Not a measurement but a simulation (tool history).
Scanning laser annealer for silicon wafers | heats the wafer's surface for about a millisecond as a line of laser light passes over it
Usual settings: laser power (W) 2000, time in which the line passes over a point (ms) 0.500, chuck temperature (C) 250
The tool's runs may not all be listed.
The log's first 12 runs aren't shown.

run,hour,laser power (W),time in which the line passes over a point (ms),chuck temperature (C),hours of work since the window was cleaned,hours of work since the power meter was calibrated,hours of work since the optics were aligned,highest temperature of the surface (C)
13,317.8,2000,0.423,250,485,557,646,986
14,355.5,2000,0.447,250,500,572,661,1008
15,393.6,2184,0.447,250,516,587,676,1084
16,419.9,2000,0.500,260,526,598,687,1062
17,453.5,2000,0.500,260,540,612,701,1066
18,476.8,2000,0.500,260,549,621,710,1065
19,511.1,2000,0.500,260,563,635,724,1066
20,528.3,2000,0.366,218,570,642,731,892
21,558.5,2000,0.366,218,582,654,743,900
22,598.0,1958,0.402,278,598,670,759,973
23,633.0,2000,0.520,250,612,684,773,1069
24,668.1,1821,0.478,268,626,698,787,970
25,709.3,2026,0.570,248,643,715,804,1123
26,730.0,1714,0.570,248,651,723,812,970
27,758.9,2154,0.509,273,663,735,824,1154
28,797.8,2154,0.430,273,679,750,839,1078
29,814.6,1862,0.362,250,685,757,846,869
30,849.3,1925,0.506,288,699,771,860,1059
# hour 871.3: optics aligned, line set to its width
31,888.8,2012,0.564,282,713,785,7,1152
32,913.4,1851,0.554,244,723,795,17,1030
33,952.9,1851,0.554,244,739,811,33,1027
34,973.9,1851,0.456,244,748,819,41,951
35,992.2,1851,0.456,244,755,827,49,949

3 ways to go on from here, each from the tool as it stands after run 35. What would each give?
A,1017.5,2000,0.567,250,765,837,59,?
B,1017.5,1891,0.460,213,765,837,59,?
C,1017.5,1851,0.528,236,765,837,59,?

run,highest temperature of the surface (C)
A,1117
B,939
C,999
Without the tool's hidden state the same runs would have given:
run,highest temperature of the surface (C)
A,1131
B,950
C,1010
